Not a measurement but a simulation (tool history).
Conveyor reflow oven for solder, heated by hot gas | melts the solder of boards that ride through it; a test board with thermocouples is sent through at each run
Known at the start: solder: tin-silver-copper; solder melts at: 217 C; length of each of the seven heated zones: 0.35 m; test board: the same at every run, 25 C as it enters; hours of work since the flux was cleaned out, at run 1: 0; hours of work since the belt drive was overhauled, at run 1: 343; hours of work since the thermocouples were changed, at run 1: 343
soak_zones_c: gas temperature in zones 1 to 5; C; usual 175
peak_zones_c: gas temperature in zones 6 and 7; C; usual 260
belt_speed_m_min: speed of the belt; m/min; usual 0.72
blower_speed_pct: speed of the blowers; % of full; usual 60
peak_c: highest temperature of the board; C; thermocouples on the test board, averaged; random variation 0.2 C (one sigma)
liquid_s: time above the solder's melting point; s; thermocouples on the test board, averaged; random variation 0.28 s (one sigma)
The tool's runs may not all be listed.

run,day,soak_zones_c,peak_zones_c,belt_speed_m_min,blower_speed_pct,hours of work since the flux was cleaned out,hours of work since the belt drive was overhauled,hours of work since the thermocouples were changed,peak_c,liquid_s
1,0,175,260,0.72,60,0,343,343,235.1,28
2,2.05,175,260,0.72,51,26,369,369,230,21.5
3,4.3,175,260,0.72,51,55,398,398,229.8,21.4
4,6,169,260,0.72,60,77,420,420,232.1,24.6
5,7.421,169,260,0.72,60,95,438,438,231.9,23.6
6,8.458,169,260,0.72,60,108,451,451,231.8,23.5
7,10.383,169,260,0.72,60,133,476,476,231.8,23.3
8,11.704,169,260,0.72,60,150,493,493,231.9,23.2
9,13.712,169,260,0.72,60,175,518,518,231.8,22.4
10,15.479,175,260,0.72,60,198,541,541,232.9,25.6
11,17.583,175,260,0.746,60,225,568,568,231.4,23
12,18.967,175,256,0.746,60,242,585,585,228.2,18.8
13,20.162,175,256,0.746,60,258,601,601,228.1,19
14,22.362,175,256,0.746,60,286,629,629,228.1,17.8
# day 22.738: belt drive overhauled, speed set with a stopwatch
# day 23.538: flux residue cleaned out of gas plates and filters
15,24.183,175,256,0.746,60,8,16,647,232.1,24.2
16,25.212,161,272,0.839,54,21,29,660,229.4,15.2
17,26.192,188,260,0.72,60,34,42,673,239.6,37.1
18,28.417,188,260,0.72,60,62,70,701,239.4,36.9
19,30.562,175,260,0.626,60,90,97,729,240.9,40.7
20,32.046,175,270,0.693,55,109,116,748,241.6,36.3
# day 34.488: belt drive overhauled, speed set with a stopwatch, once more
21,34.496,182,256,0.728,60,138,0,777,232.7,27.2
22,36.046,184,259,0.762,89,158,20,797,242.5,36.9
23,37.854,162,259,0.628,89,181,43,820,244.2,40.3

The next listed run, before its measurement:
24,39.554,162,259,0.643,89,202,65,842,?,?

peak_c: 243 C
liquid_s: 38.5 s
Without the tool's hidden state the same run would have given peak_c 243.5 C, liquid_s 39.7 s.
